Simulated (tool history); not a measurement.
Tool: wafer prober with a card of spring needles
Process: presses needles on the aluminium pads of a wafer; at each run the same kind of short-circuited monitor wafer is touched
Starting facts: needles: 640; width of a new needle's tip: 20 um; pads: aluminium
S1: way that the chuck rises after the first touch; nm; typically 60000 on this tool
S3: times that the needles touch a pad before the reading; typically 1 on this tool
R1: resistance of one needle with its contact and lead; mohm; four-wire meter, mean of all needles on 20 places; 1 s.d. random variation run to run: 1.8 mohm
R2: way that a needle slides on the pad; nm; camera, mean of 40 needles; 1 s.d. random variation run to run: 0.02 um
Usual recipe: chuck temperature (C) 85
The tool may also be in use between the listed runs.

{"run": 1, "hour": 0.0, "S1": 60000, "chuck temperature (C)": 85, "S3": 1, "R1": 267, "R2": 8510}
{"run": 2, "hour": 7.8, "S1": 60000, "chuck temperature (C)": 85, "S3": 1, "R1": 312, "R2": 8500}
{"hour": 9.6, "done": "tips cleaned on abrasive film"}
{"hour": 12.9, "done": "height of the first contact set anew"}
{"run": 3, "hour": 17.1, "S1": 60000, "chuck temperature (C)": 85, "S3": 1, "R1": 275, "R2": 8410}
{"hour": 24.9, "done": "tips cleaned on abrasive film"}
{"run": 4, "hour": 26.4, "S1": 60000, "chuck temperature (C)": 43, "S3": 1, "R1": 217, "R2": 8380}
{"hour": 40.1, "done": "tips cleaned on abrasive film"}
{"hour": 41.2, "done": "height of the first contact set anew, once more"}
{"run": 5, "hour": 44.3, "S1": 60000, "chuck temperature (C)": 43, "S3": 1, "R1": 245, "R2": 8860}
{"hour": 54.8, "done": "tips cleaned on abrasive film"}
{"run": 6, "hour": 56.1, "S1": 60000, "chuck temperature (C)": 43, "S3": 1, "R1": 220, "R2": 8870}
{"hour": 69.6, "done": "tips cleaned on abrasive film"}
{"run": 7, "hour": 70.6, "S1": 60000, "chuck temperature (C)": 43, "S3": 1, "R1": 198, "R2": 8860}
{"hour": 84.0, "done": "tips cleaned on abrasive film"}
{"run": 8, "hour": 85.6, "S1": 65000, "chuck temperature (C)": 85, "S3": 3, "R1": 202, "R2": 9590}
{"run": 9, "hour": 95.2, "S1": 77000, "chuck temperature (C)": 65, "S3": 1, "R1": 257, "R2": 11380}
{"hour": 98.8, "done": "tips cleaned on abrasive film"}
{"run": 10, "hour": 106.0, "S1": 56000, "chuck temperature (C)": 105, "S3": 1, "R1": 290, "R2": 8270}
{"hour": 112.9, "done": "tips cleaned on abrasive film"}
{"run": 11, "hour": 123.1, "S1": 60000, "chuck temperature (C)": 31, "S3": 1, "R1": 293, "R2": 8810}
{"hour": 128.0, "done": "tips cleaned on abrasive film"}
{"run": 12, "hour": 132.6, "S1": 60000, "chuck temperature (C)": 31, "S3": 1, "R1": 255, "R2": 8800}

Measured minus without-hidden-state, run by run (identical run-to-run variation in each term; gauge scatter may differ):
Hidden state present: debris on the tips, nm; way that the needles fall short of the set height, um; tips' diameter, um; drift of the gauge itself on contact_mohm, %; drift of the gauge itself on scrub_um, %.
run=1 R1=+77 R2=-380
run=2 R1=+122 R2=-380
run=3 R1=+86 R2=-470
run=4 R1=+29 R2=-490
run=5 R1=+64 R2=+0
run=6 R1=+33 R2=-10
run=7 R1=+19 R2=-20
run=8 R1=+11 R2=-40
run=9 R1=+72 R2=-30
run=10 R1=+94 R2=-50
run=11 R1=+113 R2=-60
run=12 R1=+72 R2=-70
